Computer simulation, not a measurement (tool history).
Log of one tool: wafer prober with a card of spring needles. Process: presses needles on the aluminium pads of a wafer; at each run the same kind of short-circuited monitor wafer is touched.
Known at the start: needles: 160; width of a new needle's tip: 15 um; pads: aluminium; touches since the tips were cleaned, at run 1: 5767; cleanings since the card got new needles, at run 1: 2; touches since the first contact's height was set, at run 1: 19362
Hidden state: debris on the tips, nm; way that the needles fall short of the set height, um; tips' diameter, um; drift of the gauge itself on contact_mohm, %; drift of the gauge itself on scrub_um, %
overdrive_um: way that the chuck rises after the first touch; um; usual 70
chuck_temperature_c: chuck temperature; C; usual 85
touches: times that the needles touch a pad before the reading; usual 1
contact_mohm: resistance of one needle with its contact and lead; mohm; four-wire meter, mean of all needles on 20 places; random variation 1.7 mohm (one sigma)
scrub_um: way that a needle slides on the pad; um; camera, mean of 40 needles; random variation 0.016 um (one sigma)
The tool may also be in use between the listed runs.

run,day,overdrive_um,chuck_temperature_c,touches,touches since the tips were cleaned,cleanings since the card got new needles,touches since the first contact's height was set,contact_mohm,scrub_um
1,0,70,85,1,5767,2,19362,364,15.08
# day 0.175: tips cleaned on abrasive film
# day 1.029: tips cleaned on abrasive film
# day 1.717: tips cleaned on abrasive film
# day 2.533: tips cleaned on abrasive film
2,2.533,70,85,1,0,6,41684,191,14.98
# day 3.392: tips cleaned on abrasive film
# day 4.246: tips cleaned on abrasive film
# day 5.104: tips cleaned on abrasive film
# day 5.95: tips cleaned on abrasive film
3,6.212,70,85,1,2301,10,74128,323,14.87
# day 6.725: tips cleaned on abrasive film
# day 7.079: height of the first contact set anew
# day 7.425: tips cleaned on abrasive film
4,7.838,70,85,1,3663,12,6685,332,15.07
# day 8.183: tips cleaned on abrasive film
# day 8.871: tips cleaned on abrasive film
# day 9.725: tips cleaned on abrasive film
# day 10.583: tips cleaned on abrasive film
# day 11.433: tips cleaned on abrasive film
5,11.662,70,85,1,2025,17,40384,320,14.97
# day 12.175: tips cleaned on abrasive film
# day 13.033: tips cleaned on abrasive film
# day 13.888: tips cleaned on abrasive film
# day 14.729: tips cleaned on abrasive film
6,15.088,70,85,1,3168,21,70617,349,14.89
# day 15.433: tips cleaned on abrasive film
# day 16.292: tips cleaned on abrasive film
# day 16.304: height of the first contact set anew
# day 17.158: tips cleaned on abrasive film
7,17.458,70,85,1,2647,24,10199,336,15.06
# day 17.971: tips cleaned on abrasive film
# day 18.829: tips cleaned on abrasive film
# day 19.683: tips cleaned on abrasive film
# day 20.542: tips cleaned on abrasive film
8,21.092,70,85,1,4870,28,42260,380,14.99
# day 21.267: tips cleaned on abrasive film
# day 22.121: tips cleaned on abrasive film
# day 22.979: tips cleaned on abrasive film
# day 23.829: tips cleaned on abrasive film
# day 24.683: tips cleaned on abrasive film
9,24.817,70,85,1,1179,33,75124,289,14.88
# day 25.496: tips cleaned on abrasive film
# day 25.508: height of the first contact set anew
# day 26.362: tips cleaned on abrasive film
# day 27.05: tips cleaned on abrasive film
# day 27.904: tips cleaned on abrasive film
10,28.467,70,85,1,4984,37,26132,375,15.02
# day 28.642: tips cleaned on abrasive film
# day 29.329: tips cleaned on abrasive film
# day 30.183: tips cleaned on abrasive film
11,30.196,70,85,1,90,40,41328,199,14.95
# day 30.883: tips cleaned on abrasive film
# day 31.738: tips cleaned on abrasive film
12,32.171,70,85,3,3854,42,58765,244,14.92
# day 32.517: tips cleaned on abrasive film
# day 33.371: tips cleaned on abrasive film
# day 34.058: tips cleaned on abrasive film
# day 34.75: height of the first contact set anew
# day 34.925: tips cleaned on abrasive film
# day 35.612: tips cleaned on abrasive film
13,35.671,63,42,2,523,47,8076,216,13.55
# day 36.358: tips cleaned on abrasive film
# day 37.042: tips cleaned on abrasive film
14,37.558,63,42,2,4577,49,24737,335,13.49
# day 37.733: tips cleaned on abrasive film
# day 38.588: tips cleaned on abrasive film
# day 39.446: tips cleaned on abrasive film
# day 40.3: tips cleaned on abrasive film
# day 41.096: tips cleaned on abrasive film
15,41.096,56,83,2,0,54,55895,197,11.85
# day 41.779: tips cleaned on abrasive film
# day 42.633: tips cleaned on abrasive film
# day 43.475: tips cleaned on abrasive film
# day 43.988: height of the first contact set anew
# day 44.333: tips cleaned on abrasive film
16,44.742,70,46,1,3608,58,6628,383,15.08
# day 45.088: tips cleaned on abrasive film
# day 45.942: tips cleaned on abrasive film
# day 46.8: tips cleaned on abrasive film
17,47.158,70,46,1,3193,61,27948,372,15
# day 47.504: tips cleaned on abrasive film
# day 48.358: tips cleaned on abrasive film
# day 49.046: tips cleaned on abrasive film
18,49.604,60,46,3,4932,64,49498,285,12.78
# day 49.775: tips cleaned on abrasive film
# day 50.633: tips cleaned on abrasive film
# day 51.488: tips cleaned on abrasive film
# day 52.346: tips cleaned on abrasive film
19,52.496,69,59,2,1317,68,74984,256,14.6
# day 53.179: tips cleaned on abrasive film
# day 53.362: height of the first contact set anew
# day 54.042: tips cleaned on abrasive film
# day 54.888: tips cleaned on abrasive film
# day 55.742: tips cleaned on abrasive film
20,56.15,55,75,2,3606,72,24588,375,11.8
# day 56.496: tips cleaned on abrasive film
# day 57.342: tips cleaned on abrasive film
# day 58.196: tips cleaned on abrasive film
21,58.254,63,60,1,506,75,43124,279,13.46
# day 58.938: tips cleaned on abrasive film
# day 59.796: tips cleaned on abrasive film
22,60.358,80,52,1,4999,77,61719,370,17.08
# day 60.533: tips cleaned on abrasive film
# day 61.217: tips cleaned on abrasive film
# day 62.075: tips cleaned on abrasive film
# day 62.6: height of the first contact set anew
# day 62.942: tips cleaned on abrasive film
# day 63.788: tips cleaned on abrasive film
23,64.229,80,52,1,3917,82,14384,367,17.21

Forecast each of these 3 alternatives for the next run:
# day 64.575: tips cleaned on abrasive film
# day 65.429: tips cleaned on abrasive film
A,65.908,80,94,1,4238,84,29197,?,?
# day 64.575: tips cleaned on abrasive film
# day 65.429: tips cleaned on abrasive film
B,65.908,73,26,3,4238,84,29197,?,?
# day 64.575: tips cleaned on abrasive film
# day 65.429: tips cleaned on abrasive film
C,65.908,80,100,3,4238,84,29197,?,?

run,contact_mohm,scrub_um
A,360,17.2
B,252,15.66
C,243,17.2
Without the tool's hidden state the same runs would have given:
run,contact_mohm,scrub_um
A,170,17.29
B,160,15.75
C,173,17.28
